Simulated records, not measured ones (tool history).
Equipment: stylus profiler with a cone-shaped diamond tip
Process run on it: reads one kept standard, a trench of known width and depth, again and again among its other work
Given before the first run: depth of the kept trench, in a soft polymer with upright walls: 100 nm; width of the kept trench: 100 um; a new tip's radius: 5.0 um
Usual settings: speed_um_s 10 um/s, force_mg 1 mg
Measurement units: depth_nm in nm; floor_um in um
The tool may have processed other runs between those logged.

| run | hour | speed_um_s | force_mg | depth_nm | floor_um |
|---|---|---|---|---|---|
| 1 | 0 | 10 | 1 | 100.46 | 97.81 |
| 2 | 17.2 | 14 | 1 | 100.46 | 97.8 |
| 3 | 28.3 | 14 | 1 | 100.46 | 97.8 |
| 4 | 38.8 | 14 | 1 | 100.48 | 97.79 |
| 5 | 50.1 | 14 | 1 | 100.49 | 97.78 |
| 6 | 62.2 | 14 | 1 | 100.47 | 97.76 |
| 7 | 76.4 | 10 | 1 | 100.46 | 97.76 |
| 8 | 87.8 | 30 | 1 | 100.53 | 97.68 |
| 9 | 102.8 | 2 | 1 | 100.5 | 97.8 |
| 10 | 112.5 | 2 | 1 | 100.53 | 97.88 |
| 11 | 129.4 | 4 | 1 | 100.49 | 97.75 |
| 12 | 137.2 | 10 | 0.82 | 100.45 | 97.76 |
| 13 | 149.4 | 10 | 0.82 | 100.47 | 97.77 |
| 14 | 165.6 | 10 | 0.82 | 100.48 | 97.73 |
| 15 | 179.9 | 10 | 1 | 100.49 | 97.74 |
| 16 | 189.8 | 10 | 1 | 100.49 | 97.81 |
| 17 | 202.6 | 10 | 1 | 100.54 | 97.74 |
| 18 | 211.3 | 10 | 1 | 100.52 | 97.73 |
| 19 | 226.7 | 10 | 1 | 100.52 | 97.74 |
| 20 | 235.6 | 10 | 1 | 100.52 | 97.78 |
| 21 | 246 | 3 | 1 | 100.52 | 97.75 |
| 22 | 259.8 | 10 | 1 | 100.56 | 97.67 |
| 23 | 270.9 | 23 | 1 | 100.52 | 97.64 |
| 24 | 287.2 | 23 | 1 | 100.54 | 97.61 |
| 25 | 304.2 | 23 | 1 | 100.56 | 97.64 |
| 26 | 316 | 23 | 1 | 100.57 | 97.61 |
| 27 | 324.8 | 23 | 1 | 100.57 | 97.62 |
| 28 | 334.8 | 23 | 1 | 100.54 | 97.61 |
| 29 | 351.9 | 3 | 1.15 | 100.58 | 97.75 |
| 30 | 365.4 | 3 | 1.15 | 100.59 | 97.74 |
| 31 | 377.6 | 10 | 1.48 | 100.68 | 97.7 |
| 32 | 392.1 | 12 | 2.42 | 100.89 | 97.65 |
| 33 | 405.8 | 2 | 2.02 | 100.81 | 97.74 |
| 34 | 420.8 | 30 | 0.4 | 100.34 | 97.45 |
| 35 | 431.4 | 30 | 0.4 | 100.38 | 97.45 |
| 36 | 448.8 | 30 | 0.4 | 100.36 | 97.42 |
| 37 | 456.6 | 30 | 0.4 | 100.38 | 97.44 |
| 38 | 468.8 | 9 | 2.11 | 100.84 | 97.63 |
| 39 | 482.1 | 7 | 0.99 | 100.56 | 97.62 |
| 40 | 498.8 | 7 | 0.99 | 100.61 | 97.66 |
| 41 | 507.1 | 4 | 0.34 | 100.32 | 97.61 |
| 42 | 518.7 | 13 | 2.71 | 100.97 | 97.64 |
| 43 | 531.1 | 11 | 1.69 | 100.77 | 97.63 |
| 44 | 545.8 | 7 | 1.87 | 100.81 | 97.65 |
| 45 | 558.5 | 28 | 2.8 | 101.02 | 97.51 |
| 46 | 566.3 | 20 | 1.33 | 100.7 | 97.51 |

Here are 4 independent what-if runs from the current tool condition. What would each one return?
| A | 579.7 | 4 | 0.9 | ? | ? |
| B | 579.7 | 2 | 2.89 | ? | ? |
| C | 579.7 | 12 | 2.9 | ? | ? |
| D | 579.7 | 33 | 2.01 | ? | ? |

| run | depth_nm | floor_um |
|---|---|---|
| A | 100.56 | 97.55 |
| B | 101.02 | 97.6 |
| C | 101.07 | 97.6 |
| D | 100.83 | 97.55 |
Without the tool's hidden state the same runs would have given:
| run | depth_nm | floor_um |
|---|---|---|
| A | 100.39 | 97.92 |
| B | 100.85 | 97.97 |
| C | 100.9 | 97.97 |
| D | 100.66 | 97.92 |

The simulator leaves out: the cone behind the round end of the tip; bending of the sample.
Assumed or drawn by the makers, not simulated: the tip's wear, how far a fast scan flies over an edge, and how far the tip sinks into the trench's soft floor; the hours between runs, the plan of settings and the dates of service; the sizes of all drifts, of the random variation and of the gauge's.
